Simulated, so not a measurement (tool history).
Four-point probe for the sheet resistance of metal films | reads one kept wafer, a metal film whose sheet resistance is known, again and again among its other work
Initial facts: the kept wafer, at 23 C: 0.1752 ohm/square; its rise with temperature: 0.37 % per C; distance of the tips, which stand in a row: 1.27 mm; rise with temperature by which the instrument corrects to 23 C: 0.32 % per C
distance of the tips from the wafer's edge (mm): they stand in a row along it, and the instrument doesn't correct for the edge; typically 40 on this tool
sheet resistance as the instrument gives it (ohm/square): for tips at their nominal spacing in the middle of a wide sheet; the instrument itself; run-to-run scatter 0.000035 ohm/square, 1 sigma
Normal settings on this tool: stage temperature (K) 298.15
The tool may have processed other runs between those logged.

run,hour,stage temperature (K),distance of the tips from the wafer's edge (mm),sheet resistance as the instrument gives it (ohm/square)
1,0.0,298.15,40,0.175590
2,11.5,298.15,40,0.175641
3,20.4,298.15,40,0.175630
4,39.9,298.15,40,0.175639
5,54.3,298.15,40,0.175675
6,67.8,298.15,40,0.175609
7,79.5,298.15,40,0.175701
8,97.1,298.15,40,0.175673
9,111.2,298.15,11,0.176798
10,126.9,298.15,19,0.175908
11,147.1,298.15,40,0.175670
12,160.8,302.15,40,0.175973
13,177.3,302.15,40,0.175942
14,197.3,296.15,35,0.175476
15,211.7,298.15,4,0.184535
16,223.4,292.15,29,0.175172
17,237.2,292.15,29,0.175198
18,247.4,293.15,40,0.175209
19,264.4,291.15,40,0.174992
20,273.5,298.15,16,0.176098
21,282.6,298.15,16,0.176143
22,297.8,292.15,16,0.175569
23,306.9,291.15,5,0.180753
24,320.6,300.15,42,0.175774
25,330.5,300.15,42,0.175809

4 ways to go on from here, each from the tool as it stands after run 25. What would each give?
A,345.3,304.15,40,?
B,345.3,300.15,13,?
C,345.3,300.15,8,?
D,345.3,302.15,8,?

run,sheet resistance as the instrument gives it (ohm/square)
A,0.176128
B,0.176637
C,0.178086
D,0.178193
Without the tool's hidden state the same runs would have given:
run,sheet resistance as the instrument gives it (ohm/square)
A,0.175993
B,0.176502
C,0.177950
D,0.178056
